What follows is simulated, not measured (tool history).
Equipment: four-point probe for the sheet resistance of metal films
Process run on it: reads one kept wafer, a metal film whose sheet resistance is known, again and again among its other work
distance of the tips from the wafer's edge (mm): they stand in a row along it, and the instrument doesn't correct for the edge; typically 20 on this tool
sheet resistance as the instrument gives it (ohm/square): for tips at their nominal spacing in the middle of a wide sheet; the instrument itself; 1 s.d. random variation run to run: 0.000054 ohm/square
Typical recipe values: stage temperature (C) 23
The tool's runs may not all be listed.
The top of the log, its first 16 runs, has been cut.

| run | hour | stage temperature (C) | distance of the tips from the wafer's edge (mm) | sheet resistance as the instrument gives it (ohm/square) |
|---|---|---|---|---|
| 17 | 415.8 | 25 | 13 | 0.271104 |
| 18 | 439.2 | 25 | 13 | 0.271118 |
| 19 | 474.1 | 23 | 6 | 0.274810 |
| 20 | 495.9 | 31 | 4 | 0.277719 |
| 21 | 518.7 | 25 | 8 | 0.272479 |
| 22 | 536.3 | 25 | 8 | 0.272573 |
| 23 | 570.0 | 28 | 42 | 0.269785 |
| 24 | 588.7 | 23 | 62 | 0.270755 |
| 25 | 615.2 | 23 | 62 | 0.270718 |

The next listed run, before its measurement:
| 26 | 652.5 | 26 | 62 | ? |

Run 26 produced sheet resistance as the instrument gives it (ohm/square) 0.270118.
Were there no unlogged condition in the tool, this run, its random variation unchanged, would have produced sheet resistance as the instrument gives it (ohm/square) 0.270068.
